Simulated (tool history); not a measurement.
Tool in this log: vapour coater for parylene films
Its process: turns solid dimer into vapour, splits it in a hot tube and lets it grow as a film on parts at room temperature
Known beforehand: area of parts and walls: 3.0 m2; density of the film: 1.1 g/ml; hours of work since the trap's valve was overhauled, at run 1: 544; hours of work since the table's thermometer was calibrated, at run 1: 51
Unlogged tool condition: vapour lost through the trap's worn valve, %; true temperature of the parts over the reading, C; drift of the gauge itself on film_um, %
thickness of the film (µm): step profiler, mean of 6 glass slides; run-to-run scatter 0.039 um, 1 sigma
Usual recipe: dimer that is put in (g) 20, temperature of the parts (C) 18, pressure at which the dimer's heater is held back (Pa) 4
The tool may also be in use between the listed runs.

| run | hour | dimer that is put in (g) | temperature of the parts (C) | pressure at which the dimer's heater is held back (Pa) | hours of work since the trap's valve was overhauled | hours of work since the table's thermometer was calibrated | thickness of the film (µm) |
|---|---|---|---|---|---|---|---|
| 1 | 0 | 20 | 18 | 4 | 544 | 51 | 3.74 |
| 2 | 44.4 | 20 | 18 | 4 | 569 | 77 | 3.74 |
| 3 | 80.2 | 20 | 18 | 4 | 590 | 97 | 3.66 |
|  | 131.5 | trap's valve overhauled |
| 4 | 153.1 | 34 | 18 | 4 | 13 | 137 | 7.19 |
| 5 | 213.7 | 34 | 18 | 4 | 48 | 172 | 7.11 |
| 6 | 257.7 | 34 | 18 | 4 | 73 | 198 | 7.05 |
| 7 | 299.8 | 34 | 18 | 4 | 98 | 222 | 7.01 |
| 8 | 367.9 | 34 | 18 | 11.24 | 137 | 262 | 6.06 |
| 9 | 410.3 | 23 | 21 | 3.36 | 162 | 286 | 4.32 |
| 10 | 449.7 | 19 | 14 | 3.36 | 184 | 309 | 4.51 |
| 11 | 523.9 | 19 | 14 | 3.36 | 227 | 352 | 4.46 |
| 12 | 578.8 | 19 | 14 | 3.36 | 259 | 384 | 4.52 |

Run 13, settings as shown, results not yet in. Your forecast:
| 13 | 632.5 | 11 | 14 | 5.87 | 290 | 415 | ? |

{"run 13": {"thickness of the film (µm)": 2.37}}
Without the tool's hidden state the same run would have given thickness of the film (µm) 2.51.

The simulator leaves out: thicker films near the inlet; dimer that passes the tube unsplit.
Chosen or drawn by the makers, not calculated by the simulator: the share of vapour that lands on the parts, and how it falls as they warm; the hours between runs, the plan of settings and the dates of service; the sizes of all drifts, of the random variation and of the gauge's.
